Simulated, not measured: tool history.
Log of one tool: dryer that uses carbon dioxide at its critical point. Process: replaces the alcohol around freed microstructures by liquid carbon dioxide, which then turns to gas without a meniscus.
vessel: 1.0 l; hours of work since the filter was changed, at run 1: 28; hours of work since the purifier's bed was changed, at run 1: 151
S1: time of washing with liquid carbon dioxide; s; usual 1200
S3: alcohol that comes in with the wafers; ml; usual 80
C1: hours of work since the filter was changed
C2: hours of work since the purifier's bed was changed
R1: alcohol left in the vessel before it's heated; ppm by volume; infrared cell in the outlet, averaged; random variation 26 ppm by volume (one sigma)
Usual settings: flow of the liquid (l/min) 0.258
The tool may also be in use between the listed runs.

{"run": 1, "hour": 0.0, "S1": 1200, "flow of the liquid (l/min)": 0.258, "S3": 80, "C1": 28, "C2": 151, "R1": 1958}
{"run": 2, "hour": 51.9, "S1": 1200, "flow of the liquid (l/min)": 0.258, "S3": 80, "C1": 66, "C2": 188, "R1": 2265}
{"run": 3, "hour": 101.3, "S1": 1200, "flow of the liquid (l/min)": 0.258, "S3": 80, "C1": 101, "C2": 223, "R1": 2564}
{"run": 4, "hour": 148.9, "S1": 1380, "flow of the liquid (l/min)": 0.258, "S3": 80, "C1": 135, "C2": 257, "R1": 1707}
{"run": 5, "hour": 199.2, "S1": 1200, "flow of the liquid (l/min)": 0.258, "S3": 80, "C1": 171, "C2": 293, "R1": 3311}
{"hour": 212.9, "done": "inlet filter changed"}
{"run": 6, "hour": 249.4, "S1": 1200, "flow of the liquid (l/min)": 0.258, "S3": 80, "C1": 26, "C2": 328, "R1": 1954}
{"run": 7, "hour": 302.1, "S1": 1380, "flow of the liquid (l/min)": 0.258, "S3": 80, "C1": 64, "C2": 366, "R1": 1312}
{"run": 8, "hour": 341.3, "S1": 1380, "flow of the liquid (l/min)": 0.258, "S3": 80, "C1": 92, "C2": 394, "R1": 1447}
{"run": 9, "hour": 378.1, "S1": 1380, "flow of the liquid (l/min)": 0.258, "S3": 80, "C1": 118, "C2": 420, "R1": 1604}
{"run": 10, "hour": 412.9, "S1": 1200, "flow of the liquid (l/min)": 0.258, "S3": 80, "C1": 143, "C2": 445, "R1": 2907}
{"hour": 468.2, "done": "inlet filter changed"}
{"run": 11, "hour": 468.2, "S1": 1200, "flow of the liquid (l/min)": 0.258, "S3": 47, "C1": 0, "C2": 484, "R1": 1054}
{"run": 12, "hour": 506.6, "S1": 1200, "flow of the liquid (l/min)": 0.381, "S3": 87, "C1": 27, "C2": 511, "R1": 428}
{"run": 13, "hour": 529.6, "S1": 1500, "flow of the liquid (l/min)": 0.171, "S3": 77, "C1": 44, "C2": 528, "R1": 3460}
{"run": 14, "hour": 583.8, "S1": 1200, "flow of the liquid (l/min)": 0.188, "S3": 114, "C1": 82, "C2": 567, "R1": 8194}
{"run": 15, "hour": 629.7, "S1": 1140, "flow of the liquid (l/min)": 0.399, "S3": 114, "C1": 115, "C2": 599, "R1": 881}
{"run": 16, "hour": 676.5, "S1": 1260, "flow of the liquid (l/min)": 0.258, "S3": 80, "C1": 149, "C2": 633, "R1": 2571}
{"hour": 722.1, "done": "inlet filter changed"}
{"run": 17, "hour": 728.9, "S1": 1740, "flow of the liquid (l/min)": 0.258, "S3": 35, "C1": 5, "C2": 670, "R1": 184}
{"run": 18, "hour": 762.1, "S1": 1740, "flow of the liquid (l/min)": 0.258, "S3": 35, "C1": 29, "C2": 693, "R1": 206}
{"run": 19, "hour": 800.7, "S1": 1080, "flow of the liquid (l/min)": 0.258, "S3": 103, "C1": 56, "C2": 721, "R1": 3912}
{"run": 20, "hour": 858.0, "S1": 1260, "flow of the liquid (l/min)": 0.173, "S3": 107, "C1": 97, "C2": 762, "R1": 8582}
{"run": 21, "hour": 900.4, "S1": 780, "flow of the liquid (l/min)": 0.173, "S3": 26, "C1": 127, "C2": 792, "R1": 5869}
{"run": 22, "hour": 953.9, "S1": 780, "flow of the liquid (l/min)": 0.173, "S3": 26, "C1": 166, "C2": 830, "R1": 6216}

Forecast each of these 3 alternatives for the next run:
{"hour": 974.5, "done": "inlet filter changed"}
{"run": "A", "hour": 994.7, "S1": 780, "flow of the liquid (l/min)": 0.155, "S3": 107, "C1": 14, "C2": 859, "R1": "?"}
{"hour": 974.5, "done": "inlet filter changed"}
{"run": "B", "hour": 994.7, "S1": 780, "flow of the liquid (l/min)": 0.173, "S3": 23, "C1": 14, "C2": 859, "R1": "?"}
{"hour": 974.5, "done": "inlet filter changed"}
{"run": "C", "hour": 994.7, "S1": 840, "flow of the liquid (l/min)": 0.187, "S3": 35, "C1": 14, "C2": 859, "R1": "?"}

run=A R1=23538
run=B R1=4363
run=C R1=5143
Without the tool's hidden state the same runs would have given:
run=A R1=22745
run=B R1=4155
run=C R1=4880
